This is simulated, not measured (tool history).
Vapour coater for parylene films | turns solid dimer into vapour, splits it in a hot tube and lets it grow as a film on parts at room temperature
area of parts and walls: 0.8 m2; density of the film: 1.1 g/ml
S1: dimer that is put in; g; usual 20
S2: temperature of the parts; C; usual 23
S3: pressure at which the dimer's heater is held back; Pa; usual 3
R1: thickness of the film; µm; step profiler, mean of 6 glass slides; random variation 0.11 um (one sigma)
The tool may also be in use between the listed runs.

run    hour  S1  S2     S3     R1
  1       0  20  23      3  13.16
  2    39.2  20  23      3  12.79
  3    70.2  20  23      3  12.62
  4      94  20  23      3  12.48
  5   132.2  20  23      3  12.52
  6   171.8  20  23      3  12.34
  7   214.3  20  23      3   12.1
  8   258.2  20  23      3  11.92
      272.6  -- trap's valve overhauled
  9   295.4  20  23      3  13.58
 10   334.9  20  23      3  13.41
 11   371.6  20  23      3  13.08
 12   421.7  20  23      3  13.06
 13   454.6  20  23      3  12.79
 14   489.3  20  23      3  12.65
 15   509.9  20  23      3  12.37
 16   559.4  20  23      3  12.23
 17   593.5  20  23      3  12.35
 18   638.4  20  23      3  11.81
 19   688.5  20  23      3  11.85
        696  -- trap's valve overhauled
 20   712.9  20  23   2.25   14.4
 21     739  20  23      3  13.58
 22   778.2  20  23      3  13.14
 23   823.8  20  23   2.52  13.28
 24   859.9  20  21  11.19  10.69
 25   884.8  10  16   2.02   8.63
 26   934.1  10  16   2.02   8.39
 27   967.6  10  16   3.67   7.45
 28  1007.8  23  29   7.82   9.53
 29  1033.2  20  34   8.99   6.74
 30  1070.3  20  18   2.38  14.43
 31  1109.3  20  18   2.38  14.44
     1119.4  -- trap's valve overhauled
 32    1163  20  17   2.38   16.9
 33  1202.3  20  33   4.16   8.89
 34  1238.6  20  20   4.77  13.23
 35  1268.6  20  22   4.77  12.41
 36  1314.8  20  22   4.77  11.99
 37  1349.2  12  20   2.66    8.3
 38  1394.2  15  16   7.71   9.65
 39    1423  23  23   2.58  14.35
 40    1470  20  20      3  13.08
 41  1506.1  20  26      3  10.68
 42  1534.6  21  19      3  13.95
       1541  -- trap's valve overhauled
 43  1584.6  10  29  11.76   4.25
 44  1610.8   8  25      3   4.97
 45  1659.4  14  16   3.76   10.8
 46  1700.3  30  31   3.31  14.32

Some steps in R1 between neighbouring runs. How much of each would the tool show without its hidden state too (settings, what came in, random variation), and how much is left for the hidden state, with any gauge scatter that isn't in both results?
The hidden state here: vapour lost through the trap's worn valve, %; true temperature of the parts over the reading, C; drift of the gauge itself on film_um, %.
Run 19 -> 20: S3 3 -> 2.25, trap's valve overhauled. R1 +2.55 µm: hidden state +1.75, all else +0.8.
Run 29 -> 30: S2 34 -> 18, S3 8.99 -> 2.38. R1 +7.69 µm: hidden state -1.54, all else +9.23.
Run 31 -> 32: S2 18 -> 17, trap's valve overhauled. R1 +2.46 µm: hidden state +2.11, all else +0.35.
Run 32 -> 33: S2 17 -> 33, S3 2.38 -> 4.16. R1 -8.01 µm: hidden state +0.27, all else -8.28.
Run 42 -> 43: S1 21 -> 10, S2 19 -> 29, S3 3 -> 11.76, trap's valve overhauled. R1 -9.7 µm: hidden state +2.52, all else -12.22.
